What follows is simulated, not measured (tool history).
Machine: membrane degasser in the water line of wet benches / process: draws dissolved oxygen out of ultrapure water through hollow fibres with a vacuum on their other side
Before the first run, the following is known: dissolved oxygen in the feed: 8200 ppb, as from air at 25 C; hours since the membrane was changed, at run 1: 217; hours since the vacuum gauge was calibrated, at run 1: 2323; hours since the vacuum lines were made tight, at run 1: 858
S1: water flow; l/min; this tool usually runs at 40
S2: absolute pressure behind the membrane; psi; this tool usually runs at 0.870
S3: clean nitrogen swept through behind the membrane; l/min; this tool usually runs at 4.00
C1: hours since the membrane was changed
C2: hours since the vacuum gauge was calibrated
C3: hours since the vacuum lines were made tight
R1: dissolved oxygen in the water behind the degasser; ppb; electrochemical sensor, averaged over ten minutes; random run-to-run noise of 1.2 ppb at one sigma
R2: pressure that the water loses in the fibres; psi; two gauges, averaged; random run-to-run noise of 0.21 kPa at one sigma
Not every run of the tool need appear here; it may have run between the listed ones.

{"run": 1, "hour": 0.0, "S1": 40, "S2": 0.87, "S3": 4.0, "C1": 217, "C2": 2323, "C3": 858, "R1": 121.0, "R2": 7.071}
{"run": 2, "hour": 42.2, "S1": 40, "S2": 0.87, "S3": 4.0, "C1": 260, "C2": 2365, "C3": 900, "R1": 120.5, "R2": 7.024}
{"run": 3, "hour": 88.0, "S1": 40, "S2": 0.87, "S3": 4.0, "C1": 305, "C2": 2411, "C3": 946, "R1": 120.6, "R2": 7.053}
{"run": 4, "hour": 119.1, "S1": 40, "S2": 0.87, "S3": 4.0, "C1": 336, "C2": 2442, "C3": 977, "R1": 121.7, "R2": 7.137}
{"run": 5, "hour": 170.4, "S1": 40, "S2": 0.87, "S3": 4.0, "C1": 388, "C2": 2493, "C3": 1029, "R1": 120.4, "R2": 7.095}
{"run": 6, "hour": 209.2, "S1": 40, "S2": 0.87, "S3": 4.0, "C1": 427, "C2": 2532, "C3": 1067, "R1": 121.8, "R2": 7.102}
{"run": 7, "hour": 261.6, "S1": 40, "S2": 0.87, "S3": 4.0, "C1": 479, "C2": 2584, "C3": 1120, "R1": 120.9, "R2": 7.076}
{"run": 8, "hour": 312.4, "S1": 40, "S2": 0.87, "S3": 6.38, "C1": 530, "C2": 2635, "C3": 1171, "R1": 97.9, "R2": 7.068}
{"run": 9, "hour": 342.6, "S1": 40, "S2": 0.544, "S3": 4.0, "C1": 560, "C2": 2666, "C3": 1201, "R1": 67.8, "R2": 7.029}
{"run": 10, "hour": 410.3, "S1": 40, "S2": 0.544, "S3": 4.0, "C1": 628, "C2": 2733, "C3": 1268, "R1": 69.5, "R2": 7.123}
{"run": 11, "hour": 473.2, "S1": 40, "S2": 0.725, "S3": 4.0, "C1": 691, "C2": 2796, "C3": 1331, "R1": 98.1, "R2": 7.127}
{"run": 12, "hour": 502.9, "S1": 40, "S2": 1.023, "S3": 4.0, "C1": 720, "C2": 2826, "C3": 1361, "R1": 147.7, "R2": 7.117}
{"run": 13, "hour": 547.7, "S1": 40, "S2": 1.023, "S3": 4.0, "C1": 765, "C2": 2871, "C3": 1406, "R1": 147.3, "R2": 7.15}
{"run": 14, "hour": 593.0, "S1": 40, "S2": 0.87, "S3": 1.72, "C1": 810, "C2": 2916, "C3": 1451, "R1": 198.6, "R2": 7.052}
{"run": 15, "hour": 625.9, "S1": 40, "S2": 0.87, "S3": 1.72, "C1": 843, "C2": 2949, "C3": 1484, "R1": 198.2, "R2": 7.047}
{"run": 16, "hour": 654.7, "S1": 42, "S2": 0.87, "S3": 4.0, "C1": 872, "C2": 2978, "C3": 1513, "R1": 132.2, "R2": 7.382}
{"run": 17, "hour": 693.0, "S1": 40, "S2": 0.87, "S3": 2.66, "C1": 910, "C2": 3016, "C3": 1551, "R1": 152.2, "R2": 7.082}
{"run": 18, "hour": 720.9, "S1": 43, "S2": 1.945, "S3": 8.2, "C1": 938, "C2": 3044, "C3": 1579, "R1": 195.4, "R2": 7.619}
{"run": 19, "hour": 748.8, "S1": 43, "S2": 0.672, "S3": 3.3, "C1": 966, "C2": 3072, "C3": 1607, "R1": 113.3, "R2": 7.651}
{"run": 20, "hour": 777.0, "S1": 64, "S2": 0.983, "S3": 5.91, "C1": 994, "C2": 3100, "C3": 1635, "R1": 299.4, "R2": 11.426}
{"run": 21, "hour": 817.9, "S1": 40, "S2": 1.268, "S3": 1.84, "C1": 1035, "C2": 3141, "C3": 1676, "R1": 313.7, "R2": 7.098}
{"run": 22, "hour": 876.3, "S1": 32, "S2": 0.87, "S3": 7.95, "C1": 1094, "C2": 3199, "C3": 1734, "R1": 53.4, "R2": 5.678}
{"run": 23, "hour": 940.1, "S1": 33, "S2": 0.814, "S3": 4.0, "C1": 1157, "C2": 3263, "C3": 1798, "R1": 77.1, "R2": 5.862}
{"run": 24, "hour": 993.0, "S1": 58, "S2": 0.87, "S3": 4.0, "C1": 1210, "C2": 3316, "C3": 1851, "R1": 261.2, "R2": 10.302}
{"run": 25, "hour": 1059.2, "S1": 60, "S2": 0.991, "S3": 3.49, "C1": 1277, "C2": 3382, "C3": 1917, "R1": 322.0, "R2": 10.649}
{"run": 26, "hour": 1092.5, "S1": 40, "S2": 1.601, "S3": 4.0, "C1": 1310, "C2": 3415, "C3": 1951, "R1": 239.2, "R2": 7.174}
{"run": 27, "hour": 1128.7, "S1": 40, "S2": 1.601, "S3": 4.0, "C1": 1346, "C2": 3452, "C3": 1987, "R1": 239.0, "R2": 7.129}

The next listed run, before its measurement:
{"run": 28, "hour": 1182.2, "S1": 40, "S2": 1.868, "S3": 4.0, "C1": 1400, "C2": 3505, "C3": 2040, "R1": "?", "R2": "?"}

R1: 281.8 ppb
R2: 7.081 psi
With the hidden condition absent and the run-to-run variation left alone, this run would have shown R1 277.4 ppb, R2 7.037 psi.
